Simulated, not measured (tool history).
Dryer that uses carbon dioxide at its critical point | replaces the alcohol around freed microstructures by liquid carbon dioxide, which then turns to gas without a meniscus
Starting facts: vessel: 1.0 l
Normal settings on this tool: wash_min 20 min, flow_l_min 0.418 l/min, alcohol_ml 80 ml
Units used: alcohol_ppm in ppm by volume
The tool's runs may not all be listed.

Run 1, hour 0: usual settings. Result: alcohol_ppm 228 ppm by volume.
At hour 24.3: inlet filter changed.
Run 2, hour 31.4: usual settings. Result: alcohol_ppm 172 ppm by volume.
Run 3, hour 59.1: usual settings. Result: alcohol_ppm 174 ppm by volume.
Run 4, hour 77.8: usual settings. Result: alcohol_ppm 179 ppm by volume.
Run 5, hour 102.1: usual settings but alcohol_ml 30 ml. Result: alcohol_ppm 141 ppm by volume.
Run 6, hour 126.8: usual settings but alcohol_ml 30 ml. Result: alcohol_ppm 139 ppm by volume.
Run 7, hour 157.3: usual settings. Result: alcohol_ppm 208 ppm by volume.
Run 8, hour 180.4: usual settings but wash_min 28 min. Result: alcohol_ppm 123 ppm by volume.
Run 9, hour 198.7: usual settings but wash_min 28 min. Result: alcohol_ppm 123 ppm by volume.
Run 10, hour 236: usual settings but wash_min 28 min. Result: alcohol_ppm 128 ppm by volume.
Run 11, hour 254.3: usual settings but wash_min 28 min. Result: alcohol_ppm 129 ppm by volume.
At hour 283.7: inlet filter changed.
Run 12, hour 291.3: usual settings but wash_min 28 min. Result: alcohol_ppm 131 ppm by volume.
Run 13, hour 315.1: usual settings but wash_min 22 min, flow_l_min 0.351 l/min, alcohol_ml 30 ml. Result: alcohol_ppm 188 ppm by volume.
Run 14, hour 344.9: usual settings but alcohol_ml 55 ml. Result: alcohol_ppm 200 ppm by volume.
Run 15, hour 366.6: usual settings but flow_l_min 0.405 l/min, alcohol_ml 44 ml. Result: alcohol_ppm 205 ppm by volume.
Run 16, hour 390.4: usual settings but wash_min 23 min, alcohol_ml 41 ml. Result: alcohol_ppm 150 ppm by volume.
Run 17, hour 424.2: usual settings but flow_l_min 0.433 l/min, alcohol_ml 68 ml. Result: alcohol_ppm 214 ppm by volume.
Run 18, hour 445: usual settings but flow_l_min 0.379 l/min, alcohol_ml 35 ml. Result: alcohol_ppm 225 ppm by volume.
Run 19, hour 466.5: usual settings but wash_min 18 min, flow_l_min 0.379 l/min, alcohol_ml 35 ml. Result: alcohol_ppm 314 ppm by volume.
Run 20, hour 484.1: usual settings but wash_min 13 min. Result: alcohol_ppm 1269 ppm by volume.
Run 21, hour 501.1: usual settings but wash_min 17 min, flow_l_min 0.398 l/min, alcohol_ml 35 ml. Result: alcohol_ppm 347 ppm by volume.
Run 22, hour 536.4: usual settings but wash_min 21 min, flow_l_min 0.287 l/min, alcohol_ml 35 ml. Result: alcohol_ppm 506 ppm by volume.
At hour 542.7: inlet filter changed.
Run 23, hour 560.9: usual settings but wash_min 12 min. Result: alcohol_ppm 1362 ppm by volume.

Branching from run 23: 4 alternative next runs. What would each branch give?
Run A, hour 581.9: usual settings but wash_min 24 min, flow_l_min 0.427 l/min, alcohol_ml 49 ml. Result: alcohol_ppm ?.
Run B, hour 581.9: usual settings but wash_min 14 min, flow_l_min 0.267 l/min. Result: alcohol_ppm ?.
Run C, hour 581.9: usual settings but wash_min 14 min, alcohol_ml 25 ml. Result: alcohol_ppm ?.
Run D, hour 581.9: usual settings but wash_min 12 min, flow_l_min 0.255 l/min. Result: alcohol_ppm ?.

run  alcohol_ppm
  A          175
  B         3733
  C          372
  D         6396
What these runs would have given with no unlogged condition in the tool:
run  alcohol_ppm
  A            9
  B         3363
  C          192
  D         5933
